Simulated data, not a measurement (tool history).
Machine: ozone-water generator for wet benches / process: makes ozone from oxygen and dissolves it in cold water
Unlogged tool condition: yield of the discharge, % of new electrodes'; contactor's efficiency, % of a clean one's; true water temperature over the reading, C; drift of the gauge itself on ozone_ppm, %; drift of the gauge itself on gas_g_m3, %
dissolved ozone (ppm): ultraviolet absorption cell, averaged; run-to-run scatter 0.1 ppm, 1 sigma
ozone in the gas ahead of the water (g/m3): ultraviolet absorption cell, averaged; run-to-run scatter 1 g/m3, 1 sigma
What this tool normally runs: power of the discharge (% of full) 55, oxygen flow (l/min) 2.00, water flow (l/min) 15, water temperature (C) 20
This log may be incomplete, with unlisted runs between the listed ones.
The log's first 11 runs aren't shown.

| run | day | power of the discharge (% of full) | oxygen flow (l/min) | water flow (l/min) | water temperature (C) | hours of work since the electrodes were changed | hours of work since the contactor was cleaned | hours of work since the thermometer was calibrated | dissolved ozone (ppm) | ozone in the gas ahead of the water (g/m3) |
|---|---|---|---|---|---|---|---|---|---|---|
| 12 | 18.121 | 55 | 2.00 | 15 | 20 | 1739 | 5020 | 792 | 11.4 | 175.0 |
| 13 | 20.250 | 55 | 2.47 | 15 | 20 | 1780 | 5060 | 833 | 11.6 | 152.7 |
| 14 | 21.738 | 55 | 2.00 | 10 | 20 | 1808 | 5089 | 861 | 16.8 | 175.6 |
| 15 | 22.792 | 55 | 2.00 | 10 | 20 | 1828 | 5109 | 881 | 17.1 | 175.0 |
| 16 | 24.958 | 55 | 2.00 | 10 | 14 | 1870 | 5151 | 923 | 18.2 | 175.6 |
| 17 | 26.321 | 55 | 2.10 | 11 | 20 | 1896 | 5177 | 949 | 15.5 | 169.2 |
| 18 | 28.317 | 67 | 1.12 | 14 | 21 | 1934 | 5215 | 987 | 13.2 | 292.5 |
| 19 | 29.496 | 67 | 1.12 | 14 | 23 | 1957 | 5237 | 1010 | 13.0 | 296.0 |
| 20 | 31.754 | 67 | 1.12 | 14 | 23 | 2000 | 5281 | 1053 | 13.1 | 293.5 |
| 21 | 33.725 | 73 | 2.00 | 12 | 17 | 2038 | 5318 | 1091 | 18.5 | 218.8 |
| 22 | 35.396 | 73 | 2.00 | 12 | 17 | 2070 | 5350 | 1123 | 18.7 | 218.2 |
| 23 | 36.817 | 64 | 1.63 | 15 | 17 | 2097 | 5378 | 1150 | 12.9 | 225.0 |
|  | 37.158 | contactor cleaned |
| 24 | 39.488 | 64 | 1.63 | 15 | 17 | 2145 | 45 | 1198 | 12.7 | 224.5 |
| 25 | 41.967 | 55 | 2.00 | 13 | 19 | 2192 | 92 | 1246 | 13.1 | 174.9 |
| 26 | 43.467 | 55 | 2.00 | 15 | 20 | 2221 | 121 | 1274 | 11.1 | 174.2 |
| 27 | 45.846 | 55 | 2.00 | 15 | 28 | 2267 | 166 | 1320 | 10.2 | 175.7 |
|  | 46.488 | contactor cleaned, once more |
| 28 | 47.696 | 55 | 2.00 | 13 | 28 | 2299 | 23 | 1352 | 12.6 | 175.0 |
| 29 | 49.579 | 55 | 2.00 | 13 | 28 | 2335 | 59 | 1388 | 12.4 | 173.9 |
| 30 | 51.117 | 55 | 2.00 | 13 | 28 | 2364 | 89 | 1418 | 12.4 | 174.1 |
| 31 | 52.179 | 74 | 1.40 | 13 | 18 | 2385 | 109 | 1438 | 17.4 | 273.0 |
| 32 | 54.646 | 74 | 1.40 | 12 | 27 | 2432 | 156 | 1485 | 17.2 | 274.1 |

Branching from run 32: 3 alternative next runs. What would each branch give?
| A | 55.950 | 90 | 2.00 | 15 | 20 | 2457 | 181 | 1510 | ? | ? |
| B | 55.950 | 55 | 1.70 | 15 | 20 | 2457 | 181 | 1510 | ? | ? |
| C | 55.950 | 47 | 3.08 | 15 | 27 | 2457 | 181 | 1510 | ? | ? |

| run | dissolved ozone (ppm) | ozone in the gas ahead of the water (g/m3) |
|---|---|---|
| A | 17.6 | 257.8 |
| B | 11.7 | 191.6 |
| C | 9.6 | 117.3 |
Without the tool's hidden state the same runs would have given:
| run | dissolved ozone (ppm) | ozone in the gas ahead of the water (g/m3) |
|---|---|---|
| A | 18.3 | 266.5 |
| B | 12.0 | 196.0 |
| C | 9.8 | 119.5 |
